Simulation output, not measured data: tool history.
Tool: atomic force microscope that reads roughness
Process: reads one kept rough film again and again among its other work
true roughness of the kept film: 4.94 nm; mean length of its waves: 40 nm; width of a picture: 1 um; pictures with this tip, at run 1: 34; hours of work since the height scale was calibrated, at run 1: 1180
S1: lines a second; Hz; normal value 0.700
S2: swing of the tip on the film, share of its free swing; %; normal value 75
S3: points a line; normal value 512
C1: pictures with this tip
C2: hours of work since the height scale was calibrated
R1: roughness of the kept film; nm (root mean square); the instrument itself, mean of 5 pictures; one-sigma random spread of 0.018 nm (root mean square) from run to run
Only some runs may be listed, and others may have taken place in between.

run    hour     S1  S2   S3  C1    C2     R1
  1     0.0  0.700  75  512  34  1180  4.272
       25.8  -- new tip fitted
  2    41.1  0.700  75  512  29  1206  4.313
       69.2  -- new tip fitted
  3    91.1  0.700  75  512  42  1237  4.287
      111.9  -- new tip fitted
  4   143.2  0.700  66  512  59  1270  4.314
      154.7  -- new tip fitted
  5   182.5  0.700  70  512  53  1295  4.305
      197.1  -- new tip fitted
  6   220.2  0.700  70  512  44  1319  4.302
      240.7  -- new tip fitted
  7   245.0  1.042  75  512   8  1334  4.241
      282.8  -- new tip fitted
  8   288.4  0.700  64  512  11  1361  4.352
  9   317.9  0.700  64  512  67  1380  4.338
      326.5  -- new tip fitted
 10   362.1  0.700  64  512  68  1408  4.337
      369.2  -- new tip fitted
      412.4  -- new tip fitted
 11   413.7  0.700  64  512   2  1440  4.349
 12   452.0  0.700  64  512  75  1465  4.355
      455.0  -- new tip fitted
 13   490.0  0.645  75  512  66  1489  4.275
      498.5  -- new tip fitted
 14   520.2  0.645  75  512  41  1508  4.289
      540.0  -- new tip fitted
 15   568.5  0.700  56  512  54  1538  4.344
      582.2  -- new tip fitted
 16   600.6  0.700  56  512  35  1558  4.340
      625.2  -- new tip fitted
 17   627.5  0.700  56  512   4  1575  4.349
 18   649.6  0.799  78  605  46  1589  4.275
      667.1  -- new tip fitted
 19   697.3  0.799  78  937  57  1619  4.263
      709.2  -- new tip fitted
 20   734.3  0.772  87  841  48  1643  4.203
      754.5  -- new tip fitted
 21   781.1  0.772  87  841  51  1672  4.203
      797.5  -- new tip fitted
 22   834.6  0.700  68  512  71  1706  4.340
      842.5  -- new tip fitted
 23   882.4  0.700  68  512  76  1736  4.319
      885.9  -- new tip fitted
 24   919.1  0.700  57  553  64  1759  4.393
      928.6  -- new tip fitted
 25   946.9  1.149  57  362  35  1777  4.354
      972.9  -- new tip fitted
 26   997.3  2.477  75  512  47  1808  4.051
     1014.5  -- new tip fitted
 27  1020.2  1.730  75  300  11  1823  4.139
     1057.2  -- new tip fitted
 28  1074.0  0.844  62  512  32  1857  4.328
     1099.7  -- new tip fitted
 29  1122.1  0.844  62  512  42  1887  4.315
     1142.1  -- new tip fitted
 30  1172.8  2.717  75  512  59  1919  4.002
     1187.0  -- new tip fitted
 31  1216.2  3.427  75  445  55  1946  3.966
     1232.8  -- new tip fitted
 32  1266.9  3.427  75  445  65  1978  3.936
     1274.9  -- new tip fitted
 33  1289.8  2.873  75  364  29  1993  4.000
     1319.4  -- new tip fitted
 34  1342.6  1.962  74  512  44  2026  4.141

Hidden condition of the tool, last listed run before each entry between runs versus first listed run after:
After run 1, before run 2: new tip fitted (hour 25.8)
  nothing in the hidden state changes from one run to the other
After run 2, before run 3: new tip fitted (hour 69.2)
  nothing in the hidden state changes from one run to the other
After run 3, before run 4: new tip fitted (hour 111.9)
  nothing in the hidden state changes from one run to the other
After run 4, before run 5: new tip fitted (hour 154.7)
  nothing in the hidden state changes from one run to the other
After run 5, before run 6: new tip fitted (hour 197.1)
  nothing in the hidden state changes from one run to the other
After run 6, before run 7: new tip fitted (hour 240.7)
  radius of the tip, nm: 10.1 -> 10
After run 7, before run 8: new tip fitted (hour 282.8)
  nothing in the hidden state changes from one run to the other
After run 9, before run 10: new tip fitted (hour 326.5)
  radius of the tip, nm: 10.1 -> 10.2
After run 10, before run 11: new tip fitted (hour 369.2); new tip fitted (hour 412.4)
  radius of the tip, nm: 10.2 -> 10
After run 12, before run 13: new tip fitted (hour 455.0)
  nothing in the hidden state changes from one run to the other
After run 13, before run 14: new tip fitted (hour 498.5)
  radius of the tip, nm: 10.2 -> 10.1
After run 14, before run 15: new tip fitted (hour 540.0)
  nothing in the hidden state changes from one run to the other
After run 15, before run 16: new tip fitted (hour 582.2)
  nothing in the hidden state changes from one run to the other
After run 16, before run 17: new tip fitted (hour 625.2)
  radius of the tip, nm: 10.1 -> 10
After run 18, before run 19: new tip fitted (hour 667.1)
  nothing in the hidden state changes from one run to the other
After run 19, before run 20: new tip fitted (hour 709.2)
  nothing in the hidden state changes from one run to the other
After run 20, before run 21: new tip fitted (hour 754.5)
  nothing in the hidden state changes from one run to the other
After run 21, before run 22: new tip fitted (hour 797.5)
  radius of the tip, nm: 10.1 -> 10.2
After run 22, before run 23: new tip fitted (hour 842.5)
  nothing in the hidden state changes from one run to the other
After run 23, before run 24: new tip fitted (hour 885.9)
  nothing in the hidden state changes from one run to the other
After run 24, before run 25: new tip fitted (hour 928.6)
  radius of the tip, nm: 10.2 -> 10.1
After run 25, before run 26: new tip fitted (hour 972.9)
  nothing in the hidden state changes from one run to the other
After run 26, before run 27: new tip fitted (hour 1014.5)
  radius of the tip, nm: 10.1 -> 10
After run 27, before run 28: new tip fitted (hour 1057.2)
  radius of the tip, nm: 10 -> 10.1
After run 28, before run 29: new tip fitted (hour 1099.7)
  nothing in the hidden state changes from one run to the other
After run 29, before run 30: new tip fitted (hour 1142.1)
  radius of the tip, nm: 10.1 -> 10.2
After run 30, before run 31: new tip fitted (hour 1187.0)
  radius of the tip, nm: 10.2 -> 10.1; height scale over the true one, %: 0.01 -> 0.02
After run 31, before run 32: new tip fitted (hour 1232.8)
  radius of the tip, nm: 10.1 -> 10.2
After run 32, before run 33: new tip fitted (hour 1274.9)
  radius of the tip, nm: 10.2 -> 10.1
After run 33, before run 34: new tip fitted (hour 1319.4)
  nothing in the hidden state changes from one run to the other
